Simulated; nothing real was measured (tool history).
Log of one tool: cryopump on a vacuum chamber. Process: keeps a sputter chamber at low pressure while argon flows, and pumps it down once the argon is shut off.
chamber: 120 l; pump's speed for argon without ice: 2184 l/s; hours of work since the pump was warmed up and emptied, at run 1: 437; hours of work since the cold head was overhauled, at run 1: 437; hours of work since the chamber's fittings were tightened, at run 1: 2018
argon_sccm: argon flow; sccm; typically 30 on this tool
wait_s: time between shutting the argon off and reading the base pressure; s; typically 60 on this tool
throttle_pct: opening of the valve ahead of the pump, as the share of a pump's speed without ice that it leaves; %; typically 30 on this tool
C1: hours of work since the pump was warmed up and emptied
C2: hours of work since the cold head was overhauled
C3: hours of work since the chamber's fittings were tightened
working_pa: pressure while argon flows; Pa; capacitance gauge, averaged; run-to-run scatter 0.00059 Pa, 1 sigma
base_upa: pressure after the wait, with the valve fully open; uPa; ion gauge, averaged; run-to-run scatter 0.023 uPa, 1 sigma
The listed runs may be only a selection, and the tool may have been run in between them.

run 1 hour=0 | argon_sccm=30 wait_s=60 throttle_pct=30 | C1=437 C2=437 C3=2018 | working_pa=0.0802 base_upa=1.67
run 2 hour=13.3 | argon_sccm=30 wait_s=60 throttle_pct=30 | C1=446 C2=446 C3=2026 | working_pa=0.0812 base_upa=1.64
run 3 hour=32.1 | argon_sccm=30 wait_s=60 throttle_pct=30 | C1=458 C2=458 C3=2038 | working_pa=0.0805 base_upa=1.66
run 4 hour=53.2 | argon_sccm=30 wait_s=60 throttle_pct=30 | C1=471 C2=471 C3=2051 | working_pa=0.0814 base_upa=1.74
run 5 hour=78.2 | argon_sccm=30 wait_s=60 throttle_pct=30 | C1=487 C2=487 C3=2067 | working_pa=0.082 base_upa=1.67
run 6 hour=101.5 | argon_sccm=30 wait_s=60 throttle_pct=30 | C1=501 C2=501 C3=2082 | working_pa=0.0821 base_upa=1.69
run 7 hour=114.9 | argon_sccm=30 wait_s=60 throttle_pct=39 | C1=510 C2=510 C3=2090 | working_pa=0.064 base_upa=1.62
run 8 hour=134.3 | argon_sccm=30 wait_s=60 throttle_pct=39 | C1=522 C2=522 C3=2103 | working_pa=0.0647 base_upa=1.77
run 9 hour=158.2 | argon_sccm=14 wait_s=60 throttle_pct=30 | C1=537 C2=537 C3=2118 | working_pa=0.0379 base_upa=1.73
run 10 hour=171.1 | argon_sccm=21 wait_s=260 throttle_pct=56 | C1=545 C2=545 C3=2126 | working_pa=0.0322 base_upa=1.33
run 11 hour=191.4 | argon_sccm=22 wait_s=176 throttle_pct=19 | C1=558 C2=558 C3=2139 | working_pa=0.093 base_upa=1.39
run 12 hour=206.4 | argon_sccm=46 wait_s=60 throttle_pct=17 | C1=568 C2=568 C3=2148 | working_pa=0.2174 base_upa=1.75
run 13 hour=231.2 | argon_sccm=38 wait_s=39 throttle_pct=16 | C1=583 C2=583 C3=2164 | working_pa=0.1889 base_upa=2.17
run 14 hour=253.5 | argon_sccm=38 wait_s=39 throttle_pct=16 | C1=597 C2=597 C3=2178 | working_pa=0.1927 base_upa=2.12
-- hour=267.2 pump warmed up, emptied and cooled again
run 15 hour=282.1 | argon_sccm=30 wait_s=24 throttle_pct=44 | C1=9 C2=612 C3=2193 | working_pa=0.0537 base_upa=2.43
run 16 hour=292.8 | argon_sccm=30 wait_s=63 throttle_pct=27 | C1=16 C2=619 C3=2199 | working_pa=0.0861 base_upa=1.59
run 17 hour=317.2 | argon_sccm=30 wait_s=140 throttle_pct=30 | C1=32 C2=634 C3=2215 | working_pa=0.077 base_upa=1.28
run 18 hour=333.4 | argon_sccm=30 wait_s=28 throttle_pct=52 | C1=42 C2=645 C3=2225 | working_pa=0.0461 base_upa=2.3

5 options for the next run, each taken on its own from the tool as it stands now. Forecast them:
run A hour=352.2 | argon_sccm=56 wait_s=32 throttle_pct=52 | C1=54 C2=656 C3=2237 | working_pa=? base_upa=?
run B hour=352.2 | argon_sccm=30 wait_s=247 throttle_pct=30 | C1=54 C2=656 C3=2237 | working_pa=? base_upa=?
run C hour=352.2 | argon_sccm=13 wait_s=197 throttle_pct=41 | C1=54 C2=656 C3=2237 | working_pa=? base_upa=?
run D hour=352.2 | argon_sccm=25 wait_s=77 throttle_pct=17 | C1=54 C2=656 C3=2237 | working_pa=? base_upa=?
run E hour=352.2 | argon_sccm=16 wait_s=265 throttle_pct=30 | C1=54 C2=656 C3=2237 | working_pa=? base_upa=?

run=A working_pa=0.0845 base_upa=2.13
run=B working_pa=0.0767 base_upa=1.18
run=C working_pa=0.0254 base_upa=1.2
run=D working_pa=0.1154 base_upa=1.46
run=E working_pa=0.0419 base_upa=1.22
Take away the tool's hidden state, keep each run's random variation, and the runs would have read:
run=A working_pa=0.0831 base_upa=1.22
run=B working_pa=0.076 base_upa=0.26
run=C working_pa=0.0251 base_upa=0.3
run=D working_pa=0.1148 base_upa=0.57
run=E working_pa=0.0415 base_upa=0.3
